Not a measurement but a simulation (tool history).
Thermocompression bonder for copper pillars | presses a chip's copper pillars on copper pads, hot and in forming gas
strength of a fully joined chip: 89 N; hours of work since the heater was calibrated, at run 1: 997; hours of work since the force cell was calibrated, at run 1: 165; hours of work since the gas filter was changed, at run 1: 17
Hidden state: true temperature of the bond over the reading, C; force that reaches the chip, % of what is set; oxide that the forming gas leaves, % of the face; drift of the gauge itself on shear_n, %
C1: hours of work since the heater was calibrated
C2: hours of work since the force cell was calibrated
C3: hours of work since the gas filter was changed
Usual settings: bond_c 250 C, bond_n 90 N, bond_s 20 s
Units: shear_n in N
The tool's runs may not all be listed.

Run 1, hour 0.0: usual settings; C1 997; C2 165; C3 17. Result: shear_n 47.6 N.
Run 2, hour 11.6: usual settings but bond_s 47 s; C1 1002; C2 170; C3 22. Result: shear_n 61.6 N.
Run 3, hour 26.3: usual settings but bond_n 73 N; C1 1009; C2 177; C3 29. Result: shear_n 38.3 N.
Run 4, hour 41.7: usual settings but bond_n 73 N; C1 1016; C2 184; C3 36. Result: shear_n 38.3 N.
Run 5, hour 54.9: usual settings but bond_c 223 C, bond_n 73 N; C1 1022; C2 190; C3 42. Result: shear_n 26.3 N.
Run 6, hour 67.6: usual settings but bond_c 262 C, bond_n 73 N; C1 1028; C2 196; C3 48. Result: shear_n 43.8 N.
Run 7, hour 87.1: usual settings; C1 1037; C2 205; C3 57. Result: shear_n 46.5 N.
Run 8, hour 110.7: usual settings; C1 1048; C2 216; C3 68. Result: shear_n 46.4 N.
Run 9, hour 124.2: usual settings; C1 1055; C2 223; C3 74. Result: shear_n 46.1 N.
Run 10, hour 145.0: usual settings; C1 1064; C2 232; C3 84. Result: shear_n 46.0 N.
Run 11, hour 156.0: usual settings; C1 1069; C2 238; C3 89. Result: shear_n 46.1 N.
Run 12, hour 166.3: usual settings; C1 1074; C2 242; C3 94. Result: shear_n 46.1 N.
Run 13, hour 186.1: usual settings; C1 1083; C2 252; C3 103. Result: shear_n 45.9 N.
At hour 187.8: forming gas filter changed.
Run 14, hour 202.5: usual settings; C1 1091; C2 259; C3 7. Result: shear_n 47.5 N.
Run 15, hour 216.0: usual settings; C1 1097; C2 265; C3 13. Result: shear_n 47.5 N.
Run 16, hour 239.3: usual settings; C1 1108; C2 276; C3 24. Result: shear_n 47.9 N.
Run 17, hour 259.0: usual settings; C1 1117; C2 285; C3 33. Result: shear_n 47.9 N.
Run 18, hour 280.9: usual settings but bond_c 260 C; C1 1127; C2 296; C3 43. Result: shear_n 53.3 N.
Run 19, hour 294.8: usual settings but bond_s 18 s; C1 1134; C2 302; C3 50. Result: shear_n 46.2 N.
Run 20, hour 306.5: usual settings but bond_s 18 s; C1 1139; C2 307; C3 55. Result: shear_n 45.9 N.
Run 21, hour 322.8: usual settings but bond_c 275 C, bond_n 55 N, bond_s 33 s; C1 1147; C2 315; C3 63. Result: shear_n 45.9 N.
Run 22, hour 343.1: usual settings but bond_n 65 N; C1 1156; C2 325; C3 72. Result: shear_n 33.7 N.
Run 23, hour 363.2: usual settings but bond_c 222 C, bond_n 102 N; C1 1166; C2 334; C3 82. Result: shear_n 37.5 N.
Run 24, hour 384.1: usual settings but bond_c 226 C, bond_n 118 N, bond_s 41 s; C1 1176; C2 344; C3 92. Result: shear_n 56.2 N.
Run 25, hour 404.3: usual settings but bond_c 259 C, bond_n 85 N; C1 1185; C2 353; C3 101. Result: shear_n 48.6 N.
At hour 410.0: forming gas filter changed.
Run 26, hour 417.8: usual settings but bond_c 247 C, bond_n 85 N; C1 1191; C2 359; C3 4. Result: shear_n 45.1 N.
Run 27, hour 440.0: usual settings but bond_c 247 C, bond_n 85 N; C1 1201; C2 370; C3 14. Result: shear_n 44.4 N.
Run 28, hour 458.5: usual settings but bond_c 278 C, bond_n 61 N, bond_s 21 s; C1 1210; C2 378; C3 23. Result: shear_n 45.6 N.
Run 29, hour 478.8: usual settings but bond_n 71 N, bond_s 11 s; C1 1219; C2 388; C3 32. Result: shear_n 30.3 N.
Run 30, hour 502.5: usual settings but bond_n 71 N, bond_s 11 s; C1 1231; C2 399; C3 43. Result: shear_n 29.8 N.
Run 31, hour 518.1: usual settings but bond_n 71 N, bond_s 11 s; C1 1238; C2 406; C3 50. Result: shear_n 30.5 N.
Run 32, hour 528.6: usual settings but bond_c 275 C, bond_n 102 N, bond_s 15 s; C1 1243; C2 411; C3 55. Result: shear_n 62.1 N.
Run 33, hour 545.4: usual settings but bond_c 274 C, bond_n 102 N, bond_s 31 s; C1 1251; C2 419; C3 63. Result: shear_n 71.6 N.
Run 34, hour 563.4: usual settings but bond_c 274 C, bond_n 102 N, bond_s 31 s; C1 1259; C2 427; C3 72. Result: shear_n 71.4 N.
Run 35, hour 587.7: usual settings but bond_c 274 C, bond_n 102 N, bond_s 31 s; C1 1270; C2 438; C3 83. Result: shear_n 71.2 N.
Run 36, hour 601.8: usual settings but bond_c 253 C, bond_s 28 s; C1 1277; C2 445; C3 89. Result: shear_n 54.0 N.
Run 37, hour 612.1: usual settings but bond_c 253 C, bond_n 130 N, bond_s 48 s; C1 1282; C2 450; C3 94. Result: shear_n 75.3 N.
At hour 633.2: forming gas filter changed.
Run 38, hour 636.7: usual settings but bond_c 252 C, bond_n 103 N; C1 1293; C2 461; C3 2. Result: shear_n 57.2 N.
Run 39, hour 649.1: usual settings but bond_n 60 N; C1 1299; C2 467; C3 7. Result: shear_n 32.7 N.

Forecast each of these 3 alternatives for the next run:
Run A, hour 669.5: usual settings but bond_c 247 C, bond_n 75 N, bond_s 18 s; C1 1308; C2 476; C3 17. Result: shear_n ?.
Run B, hour 669.5: usual settings but bond_c 255 C, bond_n 124 N, bond_s 17 s; C1 1308; C2 476; C3 17. Result: shear_n ?.
Run C, hour 669.5: usual settings but bond_n 58 N, bond_s 52 s; C1 1308; C2 476; C3 17. Result: shear_n ?.

run  shear_n
  A     38.6
  B     63.9
  C     44.9
Without the tool's hidden state the same runs would have given:
run  shear_n
  A     32.8
  B     57.5
  C     38.6
